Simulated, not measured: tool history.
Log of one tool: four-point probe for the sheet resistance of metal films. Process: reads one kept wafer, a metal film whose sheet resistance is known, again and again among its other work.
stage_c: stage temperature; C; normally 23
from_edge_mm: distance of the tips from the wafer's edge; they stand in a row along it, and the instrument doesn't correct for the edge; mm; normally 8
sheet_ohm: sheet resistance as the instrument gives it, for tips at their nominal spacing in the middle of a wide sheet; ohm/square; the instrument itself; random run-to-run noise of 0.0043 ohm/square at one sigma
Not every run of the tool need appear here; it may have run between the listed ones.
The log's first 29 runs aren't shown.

run   hour  stage_c  from_edge_mm  touches since the probe head was changed  hours of work since the stage's thermometer was calibrated  sheet_ohm
 30    676       24            17                                     46507                                                        1465  21.260242
 31  701.6       32             3                                     47213                                                        1483  21.728036
 32  731.2       31            32                                     48031                                                        1504  21.241407
 33  752.6       31            32                                     48623                                                        1520  21.230078
 34  766.3       31            32                                     49002                                                        1530   21.22861
 35  783.8       26            39                                     49485                                                        1542  21.247883
 36  805.6       30            39                                     50088                                                        1558  21.223772
 37  837.9       28            54                                     50979                                                        1581  21.223645
 38  855.4       28            26                                     51465                                                        1594  21.232517

Forecast run 39:
 39  879.7       28            26                                     52135                                                        1612          ?

{"run 39": {"sheet_ohm": 21.238809}}
On a tool with no hidden condition, and with the same random variation, this run would have come out at sheet_ohm 21.479763 ohm/square.
